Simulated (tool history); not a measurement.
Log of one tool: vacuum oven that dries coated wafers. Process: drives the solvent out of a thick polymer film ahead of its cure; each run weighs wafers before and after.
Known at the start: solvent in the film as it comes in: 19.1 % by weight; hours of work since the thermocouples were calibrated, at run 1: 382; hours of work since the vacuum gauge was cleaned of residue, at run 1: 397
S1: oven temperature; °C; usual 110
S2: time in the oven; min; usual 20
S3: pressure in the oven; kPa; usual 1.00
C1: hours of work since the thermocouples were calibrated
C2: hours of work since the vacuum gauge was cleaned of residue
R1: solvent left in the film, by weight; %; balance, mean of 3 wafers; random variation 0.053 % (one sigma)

{"run": 1, "hour": 0.0, "S1": 110, "S2": 20, "S3": 1.0, "C1": 382, "C2": 397, "R1": 2.55}
{"run": 2, "hour": 19.9, "S1": 110, "S2": 20, "S3": 1.0, "C1": 392, "C2": 407, "R1": 2.62}
{"run": 3, "hour": 29.5, "S1": 96, "S2": 20, "S3": 1.0, "C1": 396, "C2": 412, "R1": 5.66}
{"run": 4, "hour": 43.4, "S1": 96, "S2": 20, "S3": 1.0, "C1": 403, "C2": 419, "R1": 5.63}
{"run": 5, "hour": 57.7, "S1": 110, "S2": 20, "S3": 1.0, "C1": 410, "C2": 426, "R1": 2.63}
{"run": 6, "hour": 77.1, "S1": 110, "S2": 20, "S3": 1.0, "C1": 420, "C2": 435, "R1": 2.65}
{"run": 7, "hour": 90.2, "S1": 110, "S2": 20, "S3": 1.0, "C1": 427, "C2": 442, "R1": 2.57}
{"run": 8, "hour": 109.5, "S1": 110, "S2": 20, "S3": 1.0, "C1": 436, "C2": 452, "R1": 2.59}
{"run": 9, "hour": 127.0, "S1": 110, "S2": 20, "S3": 1.0, "C1": 445, "C2": 460, "R1": 2.6}
{"run": 10, "hour": 138.4, "S1": 110, "S2": 20, "S3": 1.0, "C1": 451, "C2": 466, "R1": 2.57}
{"run": 11, "hour": 147.1, "S1": 110, "S2": 20, "S3": 1.0, "C1": 455, "C2": 470, "R1": 2.61}
{"run": 12, "hour": 164.9, "S1": 110, "S2": 20, "S3": 1.0, "C1": 464, "C2": 479, "R1": 2.6}
{"run": 13, "hour": 180.8, "S1": 110, "S2": 20, "S3": 1.0, "C1": 472, "C2": 487, "R1": 2.68}
{"run": 14, "hour": 201.5, "S1": 110, "S2": 20, "S3": 3.38, "C1": 482, "C2": 497, "R1": 3.32}
{"run": 15, "hour": 210.5, "S1": 110, "S2": 20, "S3": 2.67, "C1": 487, "C2": 502, "R1": 3.08}
{"hour": 213.5, "done": "oven's thermocouples calibrated"}
{"run": 16, "hour": 225.4, "S1": 110, "S2": 20, "S3": 2.67, "C1": 6, "C2": 508, "R1": 3.19}
{"run": 17, "hour": 243.3, "S1": 110, "S2": 20, "S3": 2.67, "C1": 15, "C2": 517, "R1": 3.16}
{"run": 18, "hour": 251.9, "S1": 110, "S2": 20, "S3": 2.67, "C1": 19, "C2": 522, "R1": 3.11}
{"run": 19, "hour": 270.0, "S1": 110, "S2": 20, "S3": 2.67, "C1": 28, "C2": 531, "R1": 3.1}
{"run": 20, "hour": 290.9, "S1": 110, "S2": 20, "S3": 2.67, "C1": 39, "C2": 541, "R1": 3.11}
{"run": 21, "hour": 309.5, "S1": 110, "S2": 20, "S3": 2.67, "C1": 48, "C2": 550, "R1": 3.19}
{"hour": 317.1, "done": "oven's thermocouples calibrated, once more"}
{"run": 22, "hour": 322.3, "S1": 110, "S2": 20, "S3": 1.0, "C1": 3, "C2": 556, "R1": 2.56}
{"run": 23, "hour": 334.1, "S1": 110, "S2": 20, "S3": 1.0, "C1": 8, "C2": 562, "R1": 2.59}
{"run": 24, "hour": 350.9, "S1": 110, "S2": 13, "S3": 1.0, "C1": 17, "C2": 570, "R1": 4.63}
{"run": 25, "hour": 359.6, "S1": 110, "S2": 16, "S3": 2.47, "C1": 21, "C2": 574, "R1": 3.88}
{"run": 26, "hour": 371.0, "S1": 124, "S2": 17, "S3": 0.51, "C1": 27, "C2": 580, "R1": 1.18}
{"run": 27, "hour": 380.4, "S1": 124, "S2": 20, "S3": 1.13, "C1": 32, "C2": 585, "R1": 0.94}
{"run": 28, "hour": 398.9, "S1": 119, "S2": 19, "S3": 2.13, "C1": 41, "C2": 594, "R1": 1.65}
{"run": 29, "hour": 413.9, "S1": 119, "S2": 19, "S3": 2.13, "C1": 48, "C2": 601, "R1": 1.73}
{"run": 30, "hour": 424.3, "S1": 119, "S2": 19, "S3": 2.13, "C1": 54, "C2": 607, "R1": 1.78}
{"run": 31, "hour": 444.7, "S1": 123, "S2": 25, "S3": 2.91, "C1": 64, "C2": 617, "R1": 0.94}
{"run": 32, "hour": 461.0, "S1": 114, "S2": 23, "S3": 3.42, "C1": 72, "C2": 625, "R1": 2.28}
{"run": 33, "hour": 479.3, "S1": 110, "S2": 21, "S3": 2.33, "C1": 81, "C2": 634, "R1": 2.76}
{"run": 34, "hour": 488.2, "S1": 115, "S2": 33, "S3": 1.1, "C1": 85, "C2": 639, "R1": 0.67}
{"run": 35, "hour": 506.7, "S1": 107, "S2": 11, "S3": 1.46, "C1": 95, "C2": 648, "R1": 6.46}
{"run": 36, "hour": 523.3, "S1": 110, "S2": 20, "S3": 0.68, "C1": 103, "C2": 656, "R1": 2.56}
{"run": 37, "hour": 533.9, "S1": 110, "S2": 25, "S3": 3.81, "C1": 108, "C2": 661, "R1": 2.57}
{"run": 38, "hour": 544.0, "S1": 110, "S2": 16, "S3": 1.0, "C1": 113, "C2": 666, "R1": 3.63}
{"run": 39, "hour": 555.7, "S1": 110, "S2": 20, "S3": 0.76, "C1": 119, "C2": 672, "R1": 2.61}
{"run": 40, "hour": 566.0, "S1": 125, "S2": 20, "S3": 1.0, "C1": 124, "C2": 677, "R1": 0.78}
{"run": 41, "hour": 578.3, "S1": 125, "S2": 35, "S3": 0.51, "C1": 130, "C2": 684, "R1": 0.27}
{"run": 42, "hour": 595.6, "S1": 117, "S2": 20, "S3": 1.0, "C1": 139, "C2": 692, "R1": 1.47}
{"run": 43, "hour": 613.3, "S1": 117, "S2": 20, "S3": 1.0, "C1": 148, "C2": 701, "R1": 1.44}
{"run": 44, "hour": 623.9, "S1": 108, "S2": 11, "S3": 0.74, "C1": 153, "C2": 706, "R1": 6.0}
{"run": 45, "hour": 633.4, "S1": 105, "S2": 21, "S3": 1.0, "C1": 158, "C2": 711, "R1": 3.36}
{"run": 46, "hour": 654.0, "S1": 105, "S2": 21, "S3": 1.0, "C1": 168, "C2": 721, "R1": 3.31}
{"run": 47, "hour": 671.6, "S1": 123, "S2": 16, "S3": 2.59, "C1": 177, "C2": 730, "R1": 1.89}
{"run": 48, "hour": 682.3, "S1": 110, "S2": 11, "S3": 1.0, "C1": 182, "C2": 735, "R1": 5.54}

3 ways to go on from here, each from the tool as it stands after run 48. What would each give?
{"run": "A", "hour": 697.6, "S1": 110, "S2": 20, "S3": 0.6, "C1": 190, "C2": 743, "R1": "?"}
{"run": "B", "hour": 697.6, "S1": 110, "S2": 20, "S3": 1.0, "C1": 190, "C2": 743, "R1": "?"}
{"run": "C", "hour": 697.6, "S1": 104, "S2": 15, "S3": 2.55, "C1": 190, "C2": 743, "R1": "?"}

run=A R1=2.42
run=B R1=2.56
run=C R1=5.81
Without the tool's hidden state the same runs would have given:
run=A R1=2.31
run=B R1=2.43
run=C R1=5.68
